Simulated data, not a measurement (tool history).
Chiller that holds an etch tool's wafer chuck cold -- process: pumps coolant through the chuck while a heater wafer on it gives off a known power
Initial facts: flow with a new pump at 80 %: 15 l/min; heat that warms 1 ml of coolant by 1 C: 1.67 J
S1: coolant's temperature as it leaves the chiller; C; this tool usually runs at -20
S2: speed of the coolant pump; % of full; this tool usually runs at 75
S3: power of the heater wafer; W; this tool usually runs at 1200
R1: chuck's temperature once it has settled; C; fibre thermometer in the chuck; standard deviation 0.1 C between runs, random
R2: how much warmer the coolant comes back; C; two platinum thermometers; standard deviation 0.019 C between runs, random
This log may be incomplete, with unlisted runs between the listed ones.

run	day	S1	S2	S3	R1	R2
1	0.000	-20	75	1200	-3.5	3.19
2	1.150	-20	75	1200	-3.4	3.18
3	1.938	-20	75	1200	-3.4	3.15
4	2.550	-20	75	1200	-3.3	3.16
5	3.617	-20	75	1200	-3.5	3.18
6	4.592	-23	75	1200	-6.2	3.17
7	5.750	-23	75	1200	-6.2	3.16
8	6.454	-23	75	1200	-6.5	3.18
9	7.292	-17	95	1200	-3.1	2.49
10	7.862	-17	95	1200	-3.1	2.48
11	8.929	-17	95	967	-5.8	2.00

What will run 12 give?
12	9.650	-17	95	639	?	?

{"run 12": {"R1": -9.7, "R2": 1.33}}
The same run, on a tool lacking any hidden state, would have yielded R1 -10.3 C, R2 1.28 C.
